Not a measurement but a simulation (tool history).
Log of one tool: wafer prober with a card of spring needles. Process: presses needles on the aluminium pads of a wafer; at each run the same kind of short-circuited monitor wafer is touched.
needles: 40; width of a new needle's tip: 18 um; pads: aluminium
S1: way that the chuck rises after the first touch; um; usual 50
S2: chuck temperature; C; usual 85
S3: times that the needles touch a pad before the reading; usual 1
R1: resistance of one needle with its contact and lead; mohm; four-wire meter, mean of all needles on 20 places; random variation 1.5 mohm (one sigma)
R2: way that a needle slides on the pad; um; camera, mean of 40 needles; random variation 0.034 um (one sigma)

run   hour  S1  S2  S3   R1    R2
  1      0  50  85   1  205  7.12
  2   12.1  50  85   1  200  7.07
  3   23.2  50  85   1  190  7.07
  4   36.9  50  85   1  194  7.06
  5   52.9  50  85   1  206  7.03
  6   64.3  33  85   1  292  4.69
  7   82.4  50  85   2  138  7.01
  8   97.4  50  85   2  150  7.06
  9  109.3  50  85   2  141  7.01
 10  118.2  66  43   1  168  9.27
 11  132.8  69  94   1  172  9.69
 12  149.6  40  97   2  152  5.55

Not shown: 12 entries that the log had between the listed runs. Between which runs, and how does the tool's hidden state differ before and after?
Between runs 1 and 2: tips cleaned on abrasive film (hour 2.7)
  debris on the tips, nm: 97.3 -> 87.7; way that the needles fall short of the set height, um: 0.09 -> 0.18; tips' diameter, um: 18.03 -> 18.06
  measured less the result without the state, R1: +70 -> +64 mohm; R2: -0.02 -> -0.02 um
Between runs 2 and 3: tips cleaned on abrasive film (hour 15.8)
  debris on the tips, nm: 87.7 -> 75.4; way that the needles fall short of the set height, um: 0.18 -> 0.27; tips' diameter, um: 18.06 -> 18.09
  measured less the result without the state, R1: +64 -> +55 mohm; R2: -0.02 -> -0.04 um
Between runs 3 and 4: tips cleaned on abrasive film (hour 29.1)
  debris on the tips, nm: 75.4 -> 82.6; way that the needles fall short of the set height, um: 0.27 -> 0.33; tips' diameter, um: 18.09 -> 18.11
  measured less the result without the state, R1: +55 -> +60 mohm; R2: -0.04 -> -0.05 um
Between runs 4 and 5: tips cleaned on abrasive film (hour 42.2)
  debris on the tips, nm: 82.6 -> 96.3; way that the needles fall short of the set height, um: 0.33 -> 0.39; tips' diameter, um: 18.11 -> 18.14
  measured less the result without the state, R1: +60 -> +71 mohm; R2: -0.05 -> -0.05 um
Between runs 5 and 6: tips cleaned on abrasive film (hour 55.4)
  debris on the tips, nm: 96.3 -> 89.8; way that the needles fall short of the set height, um: 0.39 -> 0.45; tips' diameter, um: 18.14 -> 18.16
  measured less the result without the state, R1: +71 -> +145 mohm; R2: -0.05 -> -0.07 um
Between runs 6 and 7: tips cleaned on abrasive film (hour 69.1); tips cleaned on abrasive film (hour 82.4)
  debris on the tips, nm: 89.8 -> 6.2; way that the needles fall short of the set height, um: 0.45 -> 0.59; tips' diameter, um: 18.16 -> 18.21
  measured less the result without the state, R1: +145 -> +3 mohm; R2: -0.07 -> -0.08 um
Between runs 7 and 8: tips cleaned on abrasive film (hour 95.6)
  debris on the tips, nm: 6.2 -> 26.9; way that the needles fall short of the set height, um: 0.59 -> 0.65; tips' diameter, um: 18.21 -> 18.23
  measured less the result without the state, R1: +3 -> +12 mohm; R2: -0.08 -> -0.1 um
Between runs 8 and 9: tips cleaned on abrasive film (hour 109.3)
  debris on the tips, nm: 26.9 -> 7.4; way that the needles fall short of the set height, um: 0.65 -> 0.73; tips' diameter, um: 18.23 -> 18.25
  measured less the result without the state, R1: +12 -> +4 mohm; R2: -0.1 -> -0.11 um
Between runs 10 and 11: tips cleaned on abrasive film (hour 122.2)
  debris on the tips, nm: 84.7 -> 96.6; way that the needles fall short of the set height, um: 0.73 -> 0.8; tips' diameter, um: 18.25 -> 18.28
  measured less the result without the state, R1: +42 -> +40 mohm; R2: -0.11 -> -0.12 um
Between runs 11 and 12: tips cleaned on abrasive film (hour 135.5); tips cleaned on abrasive film (hour 149.6)
  debris on the tips, nm: 96.6 -> 13.1; way that the needles fall short of the set height, um: 0.8 -> 0.95; tips' diameter, um: 18.28 -> 18.33
  measured less the result without the state, R1: +40 -> +10 mohm; R2: -0.12 -> -0.14 um
